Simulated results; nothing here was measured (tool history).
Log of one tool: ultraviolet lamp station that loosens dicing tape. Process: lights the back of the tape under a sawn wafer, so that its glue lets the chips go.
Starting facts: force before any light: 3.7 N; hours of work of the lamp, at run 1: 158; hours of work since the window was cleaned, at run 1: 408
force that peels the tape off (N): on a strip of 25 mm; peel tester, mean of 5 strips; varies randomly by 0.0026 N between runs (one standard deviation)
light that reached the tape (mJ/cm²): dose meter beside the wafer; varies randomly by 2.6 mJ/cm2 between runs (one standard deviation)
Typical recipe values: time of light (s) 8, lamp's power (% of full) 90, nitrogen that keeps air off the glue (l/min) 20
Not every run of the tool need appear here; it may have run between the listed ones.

run   hour  time of light (s)  lamp's power (% of full)  nitrogen that keeps air off the glue (l/min)  hours of work of the lamp  hours of work since the window was cleaned  force that peels the tape off (N)  light that reached the tape (mJ/cm²)
  1      0                  8                        90                                            20                        158                                         408                              0.137                                   321
       2.6  -- window cleaned of glue's vapour
  2   15.4                  8                        90                                            20                        170                                          10                              0.134                                   322
  3   34.2                  8                        90                                            20                        184                                          24                              0.135                                   316
  4   47.3                  8                        90                                            20                        194                                          34                              0.129                                   324
  5   58.7                  8                        90                                            20                        202                                          42                              0.132                                   320
  6   80.9                  8                        90                                            20                        219                                          59                              0.134                                   321
  7   98.8                  9                        90                                            20                        233                                          73                              0.122                                   363
  8  119.2                  9                        90                                            20                        248                                          88                              0.129                                   363
  9  135.8                  8                        90                                             8                        261                                         101                              0.163                                   319
 10  151.9                  8                        90                                             8                        273                                         113                              0.167                                   320
 11  167.2                  8                        90                                             8                        284                                         125                              0.165                                   322
 12    182                  8                        90                                             8                        296                                         136                              0.161                                   324
 13  209.6                  8                        90                                             8                        317                                         157                              0.164                                   320
 14  224.6                  8                        90                                            20                        328                                         168                              0.132                                   323
 15    251                  5                        90                                            20                        348                                         188                              0.231                                   201
 16  268.2                  8                        90                                            10                        361                                         201                              0.155                                   324
 17  287.1                  8                        79                                            10                        375                                         215                              0.178                                   287
 18  305.9                  8                        90                                            20                        390                                         230                              0.133                                   324
 19  330.7                  8                        90                                            20                        408                                         248                              0.136                                   325
 20  351.7                 12                        83                                            29                        424                                         264                              0.124                                   445
 21  376.3                  9                        70                                            25                        443                                         283                              0.141                                   281
 22  391.2                 11                        70                                            11                        454                                         294                              0.145                                   343
 23  408.1                 14                        70                                            27                        467                                         307                              0.122                                   433
 24  435.4                 14                        70                                            27                        488                                         328                              0.122                                   432
 25  457.7                 14                        70                                            27                        504                                         345                              0.121                                   435
 26  473.5                 10                        72                                            27                        516                                         357                              0.131                                   325
 27  494.1                 14                        84                                            16                        532                                         372                              0.122                                   524
 28  516.5                 14                        84                                            16                        549                                         389                              0.121                                   529
 29    530                 11                        84                                            16                        559                                         399                              0.124                                   411
     543.1  -- window cleaned of glue's vapour
 30  549.4                  6                        74                                            15                        574                                           5                              0.269                                   200
 31  561.3                  6                        74                                            15                        583                                          14                              0.267                                   198
 32  581.9                  9                        63                                            37                        598                                          29                               0.15                                   254
 33  604.5                  6                        67                                            20                        615                                          46                              0.278                                   178
 34  620.3                  6                        72                                            20                        627                                          58                              0.245                                   190
 35    635                 11                        90                                            20                        638                                          70                              0.122                                   444

5 ways to go on from here, each from the tool as it stands after run 35. What would each give?
  A  648.7                  9                        83                                            20                        649                                          80                                  ?                                     ?
  B  648.7                  6                        90                                            17                        649                                          80                                  ?                                     ?
  C  648.7                 10                        90                                            20                        649                                          80                                  ?                                     ?
  D  648.7                  6                        90                                            20                        649                                          80                                  ?                                     ?
  E  648.7                 11                        90                                            11                        649                                          80                                  ?                                     ?

run  force that peels the tape off (N)  light that reached the tape (mJ/cm²)
  A                              0.131                                   333
  B                              0.187                                   242
  C                              0.127                                   403
  D                              0.181                                   240
  E                              0.125                                   440
Stripped of hidden state, with their random variation kept, the same runs would have yielded:
run  force that peels the tape off (N)  light that reached the tape (mJ/cm²)
  A                              0.131                                   334
  B                              0.186                                   243
  C                              0.126                                   404
  D                              0.181                                   240
  E                              0.125                                   441
